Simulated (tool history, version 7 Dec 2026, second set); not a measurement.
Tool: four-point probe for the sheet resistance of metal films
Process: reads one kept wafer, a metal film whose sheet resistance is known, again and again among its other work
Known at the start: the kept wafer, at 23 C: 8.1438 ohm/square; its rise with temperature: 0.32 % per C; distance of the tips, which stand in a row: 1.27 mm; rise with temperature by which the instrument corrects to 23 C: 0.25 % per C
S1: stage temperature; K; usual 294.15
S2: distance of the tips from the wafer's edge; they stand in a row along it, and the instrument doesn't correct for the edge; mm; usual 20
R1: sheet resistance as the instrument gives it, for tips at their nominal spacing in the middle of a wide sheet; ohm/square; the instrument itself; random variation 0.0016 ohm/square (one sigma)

run     day      S1  S2        R1
  1       0  294.15  20  8.107169
  2   1.942  294.15  20  8.106091
  3   2.875  294.15  20  8.104928
  4   5.075  294.15  20  8.105752
  5   7.133  294.15  20  8.106632
      7.362  -- stage's thermometer calibrated
  6   9.279  294.15  20  8.101768
  7  10.329  294.15  43  8.089831
  8    11.3  294.15  43  8.088746
  9  13.179  294.15  20  8.104047
 10  14.329  292.15  18  8.095533
 11  15.542  300.15  28  8.125077
 12  16.525  299.15  70  8.111212
     18.308  -- stage's thermometer calibrated, once more
 13  18.442  299.15   4  8.542087
 14  20.238  299.15   4  8.545843
 15  22.292  295.15   6  8.294171
 16  23.804  298.15  21  8.134922
 17  24.892  301.15  35  8.143894

4 ways to go on from here, each from the tool as it stands after run 17. What would each give?
  A  25.958  296.15  22   ?
  B  25.958  301.15  30   ?
  C  25.958  302.15   4   ?
  D  25.958  295.15  11   ?

run        R1
  A  8.124456
  B  8.141816
  C  8.558581
  D  8.160765
Without the tool's hidden state the same runs would have given:
run        R1
  A  8.158439
  B  8.175839
  C  8.594201
  D  8.194893
